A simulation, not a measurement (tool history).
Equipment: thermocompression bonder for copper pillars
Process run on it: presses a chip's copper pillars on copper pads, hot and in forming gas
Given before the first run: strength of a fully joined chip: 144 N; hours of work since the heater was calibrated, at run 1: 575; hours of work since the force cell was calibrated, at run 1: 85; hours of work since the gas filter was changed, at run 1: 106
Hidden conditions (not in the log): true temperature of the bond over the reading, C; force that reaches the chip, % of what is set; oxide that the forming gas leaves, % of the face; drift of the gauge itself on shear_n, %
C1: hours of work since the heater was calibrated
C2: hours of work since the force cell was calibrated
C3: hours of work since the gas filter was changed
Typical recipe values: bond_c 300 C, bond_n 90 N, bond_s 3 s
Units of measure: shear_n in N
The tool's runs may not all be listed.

Run 1, hour 0: usual settings; C1 575; C2 85; C3 106. Result: shear_n 52.5 N.
Run 2, hour 14.3: usual settings; C1 584; C2 95; C3 116. Result: shear_n 52.7 N.
Run 3, hour 37.4: usual settings; C1 599; C2 110; C3 131. Result: shear_n 52.6 N.
Run 4, hour 56.8: usual settings; C1 611; C2 122; C3 143. Result: shear_n 51.9 N.
Run 5, hour 70: usual settings but bond_s 5 s; C1 620; C2 131; C3 152. Result: shear_n 64.1 N.
Run 6, hour 88.4: usual settings but bond_s 7 s; C1 632; C2 143; C3 164. Result: shear_n 70.5 N.
Run 7, hour 98.8: usual settings but bond_s 7 s; C1 639; C2 149; C3 170. Result: shear_n 73 N.
Run 8, hour 119: usual settings but bond_s 7 s; C1 652; C2 163; C3 183. Result: shear_n 70.6 N.
Run 9, hour 141.7: usual settings but bond_s 7 s; C1 666; C2 177; C3 198. Result: shear_n 73.3 N.
Run 10, hour 163.2: usual settings but bond_s 7 s; C1 680; C2 191; C3 212. Result: shear_n 72.2 N.
Run 11, hour 182.9: usual settings but bond_c 299 C; C1 693; C2 204; C3 225. Result: shear_n 52.1 N.
Run 12, hour 201.8: usual settings but bond_c 299 C; C1 705; C2 216; C3 237. Result: shear_n 52.1 N.
Run 13, hour 223: usual settings but bond_c 299 C; C1 719; C2 230; C3 251. Result: shear_n 53.2 N.
Run 14, hour 234.6: usual settings but bond_s 2 s; C1 727; C2 237; C3 258. Result: shear_n 44.8 N.
Run 15, hour 251.2: usual settings but bond_s 2 s; C1 737; C2 248; C3 269. Result: shear_n 45.8 N.
Run 16, hour 263.4: usual settings but bond_c 302 C; C1 745; C2 256; C3 277. Result: shear_n 52.2 N.
Run 17, hour 286.1: usual settings; C1 760; C2 271; C3 292. Result: shear_n 52.9 N.
Run 18, hour 301: usual settings but bond_n 96 N; C1 770; C2 280; C3 301. Result: shear_n 55.3 N.
Run 19, hour 321.2: usual settings but bond_n 96 N; C1 783; C2 294; C3 314. Result: shear_n 56.1 N.
Run 20, hour 338.9: usual settings; C1 794; C2 305; C3 326. Result: shear_n 51.7 N.
Run 21, hour 349.8: usual settings; C1 801; C2 312; C3 333. Result: shear_n 52.3 N.
Run 22, hour 365.3: usual settings but bond_n 111 N; C1 811; C2 322; C3 343. Result: shear_n 62.1 N.
Run 23, hour 383.8: usual settings but bond_c 274 C, bond_n 119 N, bond_s 2 s; C1 823; C2 334; C3 355. Result: shear_n 41.1 N.
Run 24, hour 395.2: usual settings but bond_c 296 C, bond_n 118 N, bond_s 7 s; C1 831; C2 341; C3 362. Result: shear_n 84 N.
Run 25, hour 407.2: usual settings but bond_c 296 C, bond_n 111 N, bond_s 8 s; C1 838; C2 349; C3 370. Result: shear_n 83.5 N.
At hour 426.1: heater calibrated with a thermocouple chip.
Run 26, hour 428.8: usual settings but bond_c 329 C; C1 2; C2 362; C3 383. Result: shear_n 68.8 N.
Run 27, hour 440.9: usual settings but bond_c 272 C, bond_n 72 N; C1 10; C2 370; C3 391. Result: shear_n 30.3 N.
Run 28, hour 453: usual settings but bond_c 327 C, bond_n 62 N, bond_s 6 s; C1 17; C2 378; C3 399. Result: shear_n 66.3 N.
Run 29, hour 469: usual settings but bond_c 287 C, bond_n 81 N, bond_s 4 s; C1 28; C2 388; C3 409. Result: shear_n 47.9 N.
Run 30, hour 486.3: usual settings but bond_c 287 C, bond_n 81 N, bond_s 4 s; C1 39; C2 399; C3 420. Result: shear_n 45.4 N.
Run 31, hour 499.8: usual settings but bond_c 287 C, bond_n 81 N, bond_s 8 s; C1 48; C2 408; C3 429. Result: shear_n 59.6 N.
At hour 507.5: forming gas filter changed.
Run 32, hour 514.1: usual settings but bond_c 287 C, bond_n 81 N, bond_s 5 s; C1 57; C2 417; C3 4. Result: shear_n 50.4 N.

What will run 33 give?
Run 33, hour 536.6: usual settings but bond_c 287 C, bond_n 81 N, bond_s 5 s; C1 71; C2 431; C3 19. Result: shear_n ?.

shear_n: 51.7 N
Take away the tool's hidden state, keep the run-to-run variation as it was, and the same run would have given shear_n 51.8 N.
